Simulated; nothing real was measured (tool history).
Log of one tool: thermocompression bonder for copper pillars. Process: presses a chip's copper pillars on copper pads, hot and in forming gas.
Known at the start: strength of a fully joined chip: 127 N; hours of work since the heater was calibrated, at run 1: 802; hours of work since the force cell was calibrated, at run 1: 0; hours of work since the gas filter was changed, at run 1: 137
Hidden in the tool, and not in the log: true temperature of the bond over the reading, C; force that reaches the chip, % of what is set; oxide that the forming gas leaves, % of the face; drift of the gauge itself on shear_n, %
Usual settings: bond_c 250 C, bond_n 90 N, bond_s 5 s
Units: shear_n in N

| run | day | bond_c | bond_n | bond_s | hours of work since the heater was calibrated | hours of work since the force cell was calibrated | hours of work since the gas filter was changed | shear_n |
|---|---|---|---|---|---|---|---|---|
| 1 | 0.000 | 250 | 90 | 5 | 802 | 0 | 137 | 61.1 |
| 2 | 3.542 | 250 | 90 | 5 | 862 | 60 | 197 | 59.2 |
|  | 5.054 | forming gas filter changed |
| 3 | 6.625 | 250 | 90 | 5 | 914 | 112 | 27 | 63.1 |
| 4 | 9.929 | 250 | 90 | 5 | 970 | 168 | 82 | 61.6 |
| 5 | 13.221 | 250 | 90 | 5 | 1026 | 223 | 138 | 61.8 |
| 6 | 16.512 | 261 | 90 | 5 | 1081 | 279 | 194 | 69.5 |
|  | 18.254 | forming gas filter changed |
| 7 | 20.438 | 261 | 90 | 5 | 1147 | 345 | 37 | 73.5 |
| 8 | 22.250 | 261 | 90 | 5 | 1178 | 376 | 68 | 72.5 |
| 9 | 24.838 | 275 | 64 | 4 | 1222 | 419 | 111 | 56.9 |
| 10 | 29.004 | 235 | 61 | 4 | 1292 | 490 | 182 | 30.0 |
| 11 | 30.896 | 230 | 74 | 3 | 1324 | 522 | 214 | 31.1 |
|  | 31.562 | forming gas filter changed |
| 12 | 33.412 | 255 | 90 | 12 | 1366 | 564 | 31 | 88.5 |
| 13 | 37.338 | 234 | 104 | 3 | 1433 | 631 | 98 | 50.0 |
|  | 40.146 | heater calibrated with a thermocouple chip |
| 14 | 40.529 | 257 | 104 | 8 | 6 | 683 | 150 | 85.8 |
| 15 | 43.508 | 257 | 104 | 8 | 57 | 734 | 201 | 84.8 |

How the hidden state differs across the entries between the runs, from the last listed run before each to the first after it:
Between runs 2 and 3: forming gas filter changed (day 5.054)
  true temperature of the bond over the reading, C: 2.8 -> 3; force that reaches the chip, % of what is set: 100.2 -> 100.4; oxide that the forming gas leaves, % of the face: 5.14 -> 1.11
  measured less the result without the state, shear_n: -0.5 -> +2.3 N
Between runs 6 and 7: forming gas filter changed (day 18.254)
  true temperature of the bond over the reading, C: 3.6 -> 3.8; force that reaches the chip, % of what is set: 101.1 -> 101.3; oxide that the forming gas leaves, % of the face: 4.92 -> 1.44
  measured less the result without the state, shear_n: +0.3 -> +3.3 N
Between runs 11 and 12: forming gas filter changed (day 31.562)
  true temperature of the bond over the reading, C: 4.5 -> 4.6; force that reaches the chip, % of what is set: 102 -> 102.1; oxide that the forming gas leaves, % of the face: 5.37 -> 1.4
  measured less the result without the state, shear_n: +1.5 -> +4.4 N
Between runs 13 and 14: heater calibrated with a thermocouple chip (day 40.146)
  true temperature of the bond over the reading, C: 4.8 -> 1.7; force that reaches the chip, % of what is set: 102.4 -> 102.6; oxide that the forming gas leaves, % of the face: 2.77 -> 3.95
  measured less the result without the state, shear_n: +3.6 -> -0.1 N

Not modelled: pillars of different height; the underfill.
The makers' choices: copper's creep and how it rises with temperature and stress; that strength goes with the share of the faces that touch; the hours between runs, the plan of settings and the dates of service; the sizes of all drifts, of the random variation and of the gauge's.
